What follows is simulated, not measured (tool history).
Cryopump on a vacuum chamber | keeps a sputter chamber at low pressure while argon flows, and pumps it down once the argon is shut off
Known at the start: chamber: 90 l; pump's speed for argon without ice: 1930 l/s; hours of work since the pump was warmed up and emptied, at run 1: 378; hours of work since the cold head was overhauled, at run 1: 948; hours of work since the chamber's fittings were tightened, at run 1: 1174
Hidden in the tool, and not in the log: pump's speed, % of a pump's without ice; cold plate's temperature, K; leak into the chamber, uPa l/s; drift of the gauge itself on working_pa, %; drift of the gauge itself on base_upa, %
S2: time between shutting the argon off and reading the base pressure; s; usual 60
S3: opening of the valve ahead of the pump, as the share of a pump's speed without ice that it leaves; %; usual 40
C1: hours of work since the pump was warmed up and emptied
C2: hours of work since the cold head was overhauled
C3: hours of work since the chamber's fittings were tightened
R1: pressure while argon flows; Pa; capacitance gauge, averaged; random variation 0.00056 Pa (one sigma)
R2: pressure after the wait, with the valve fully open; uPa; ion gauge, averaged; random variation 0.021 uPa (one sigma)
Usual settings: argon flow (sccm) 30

Run 1, hour 0.0: usual settings; C1 378; C2 948; C3 1174. Result: R1 0.0678 Pa, R2 1.65 uPa.
Run 2, hour 18.7: usual settings but S3 39 %; C1 395; C2 964; C3 1190. Result: R1 0.0709 Pa, R2 1.64 uPa.
Run 3, hour 54.0: usual settings but S3 39 %; C1 427; C2 996; C3 1222. Result: R1 0.0701 Pa, R2 1.67 uPa.
Run 4, hour 77.7: usual settings but S3 39 %; C1 448; C2 1017; C3 1243. Result: R1 0.0715 Pa, R2 1.68 uPa.
Run 5, hour 97.6: usual settings but S3 39 %; C1 466; C2 1035; C3 1261. Result: R1 0.0713 Pa, R2 1.79 uPa.
Run 6, hour 122.5: usual settings but S3 39 %; C1 488; C2 1057; C3 1283. Result: R1 0.0714 Pa, R2 1.78 uPa.
Run 7, hour 154.7: usual settings but S2 189 s, S3 39 %; C1 517; C2 1086; C3 1312. Result: R1 0.0708 Pa, R2 1.59 uPa.
Run 8, hour 180.7: usual settings but S2 209 s, S3 21 %; C1 540; C2 1109; C3 1336. Result: R1 0.1296 Pa, R2 1.61 uPa.
At hour 198.5: pump warmed up, emptied and cooled again.
Run 9, hour 220.4: usual settings but S2 188 s, S3 21 %; C1 20; C2 1140; C3 1367. Result: R1 0.1258 Pa, R2 1.44 uPa.
Run 10, hour 251.2: usual settings but S2 188 s, S3 21 %; C1 47; C2 1168; C3 1394. Result: R1 0.1278 Pa, R2 1.49 uPa.
Run 11, hour 285.6: usual settings but argon flow (sccm) 49, S2 111 s, S3 36 %; C1 78; C2 1199; C3 1425. Result: R1 0.1194 Pa, R2 1.61 uPa.

Forecast each of these 3 alternatives for the next run:
Run A, hour 303.2: usual settings but argon flow (sccm) 15; C1 94; C2 1215; C3 1441. Result: R1 ?, R2 ?.
Run B, hour 303.2: usual settings but S2 24 s, S3 42 %; C1 94; C2 1215; C3 1441. Result: R1 ?, R2 ?.
Run C, hour 303.2: usual settings but argon flow (sccm) 20, S2 235 s, S3 30 %; C1 94; C2 1215; C3 1441. Result: R1 ?, R2 ?.

run      R1    R2
  A  0.0335  1.76
  B  0.0633  2.28
  C  0.0582  1.48
Without the tool's hidden state the same runs would have given:
run      R1    R2
  A  0.0330  0.52
  B  0.0623  1.03
  C  0.0575  0.22

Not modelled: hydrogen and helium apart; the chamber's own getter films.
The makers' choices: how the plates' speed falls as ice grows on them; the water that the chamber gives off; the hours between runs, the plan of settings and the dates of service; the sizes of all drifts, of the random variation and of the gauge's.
